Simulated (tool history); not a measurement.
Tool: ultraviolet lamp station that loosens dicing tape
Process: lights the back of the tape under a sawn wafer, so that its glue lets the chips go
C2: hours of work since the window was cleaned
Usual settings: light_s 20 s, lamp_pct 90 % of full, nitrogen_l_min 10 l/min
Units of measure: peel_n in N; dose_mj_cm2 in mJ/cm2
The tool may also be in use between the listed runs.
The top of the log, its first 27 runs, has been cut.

At hour 1362.5: lamp changed.
Run 28, hour 1371.2: usual settings but light_s 30 s, lamp_pct 89 % of full; hours of work of the lamp 4; C2 465. Result: peel_n 0.262 N, dose_mj_cm2 443 mJ/cm2.
Run 29, hour 1422.2: usual settings but light_s 30 s, lamp_pct 89 % of full; hours of work of the lamp 30; C2 490. Result: peel_n 0.276 N, dose_mj_cm2 441 mJ/cm2.
Run 30, hour 1454.1: usual settings but light_s 30 s, lamp_pct 83 % of full, nitrogen_l_min 7 l/min; hours of work of the lamp 46; C2 506. Result: peel_n 0.434 N, dose_mj_cm2 411 mJ/cm2.
Run 31, hour 1521.2: usual settings but light_s 30 s, lamp_pct 83 % of full, nitrogen_l_min 7 l/min; hours of work of the lamp 79; C2 540. Result: peel_n 0.434 N, dose_mj_cm2 410 mJ/cm2.
Run 32, hour 1579.2: usual settings but light_s 30 s, lamp_pct 83 % of full, nitrogen_l_min 7 l/min; hours of work of the lamp 108; C2 569. Result: peel_n 0.439 N, dose_mj_cm2 406 mJ/cm2.
At hour 1596.0: window cleaned of glue's vapour.
Run 33, hour 1634.9: usual settings but lamp_pct 91 % of full, nitrogen_l_min 5 l/min; hours of work of the lamp 136; C2 19. Result: peel_n 1.223 N, dose_mj_cm2 300 mJ/cm2.
Run 34, hour 1696.1: usual settings but light_s 14 s; hours of work of the lamp 166; C2 50. Result: peel_n 1.574 N, dose_mj_cm2 207 mJ/cm2.
Run 35, hour 1730.0: usual settings but light_s 14 s; hours of work of the lamp 183; C2 67. Result: peel_n 1.601 N, dose_mj_cm2 209 mJ/cm2.
Run 36, hour 1788.0: usual settings but light_s 14 s; hours of work of the lamp 212; C2 96. Result: peel_n 1.533 N, dose_mj_cm2 205 mJ/cm2.
Run 37, hour 1840.3: usual settings but light_s 14 s; hours of work of the lamp 239; C2 122. Result: peel_n 1.595 N, dose_mj_cm2 209 mJ/cm2.
Run 38, hour 1882.1: usual settings but light_s 12 s, lamp_pct 71 % of full; hours of work of the lamp 259; C2 143. Result: peel_n 3.082 N, dose_mj_cm2 141 mJ/cm2.
Run 39, hour 1913.5: usual settings but light_s 31 s, lamp_pct 70 % of full, nitrogen_l_min 3 l/min; hours of work of the lamp 275; C2 159. Result: peel_n 1.239 N, dose_mj_cm2 356 mJ/cm2.
Run 40, hour 1943.7: usual settings but light_s 14 s, lamp_pct 85 % of full, nitrogen_l_min 12 l/min; hours of work of the lamp 290; C2 174. Result: peel_n 1.557 N, dose_mj_cm2 199 mJ/cm2.
Run 41, hour 1995.7: usual settings; hours of work of the lamp 316; C2 200. Result: peel_n 0.740 N, dose_mj_cm2 299 mJ/cm2.
Run 42, hour 2036.1: usual settings but nitrogen_l_min 20 l/min; hours of work of the lamp 336; C2 220. Result: peel_n 0.436 N, dose_mj_cm2 297 mJ/cm2.

Predict each of these 3 candidate next runs independently; none follows another, all start after run 42:
Run A, hour 2103.0: usual settings but lamp_pct 61 % of full, nitrogen_l_min 11 l/min; hours of work of the lamp 370; C2 253. Result: peel_n ?, dose_mj_cm2 ?.
Run B, hour 2103.0: usual settings but lamp_pct 92 % of full, nitrogen_l_min 5 l/min; hours of work of the lamp 370; C2 253. Result: peel_n ?, dose_mj_cm2 ?.
Run C, hour 2103.0: usual settings but light_s 12 s, lamp_pct 99 % of full, nitrogen_l_min 14 l/min; hours of work of the lamp 370; C2 253. Result: peel_n ?, dose_mj_cm2 ?.

run  peel_n  dose_mj_cm2
  A   1.573          199
  B   1.171          301
  C   1.465          197
Stripped of hidden state, with their random variation kept, the same runs would have yielded:
run  peel_n  dose_mj_cm2
  A   1.569          200
  B   1.167          301
  C   1.460          197
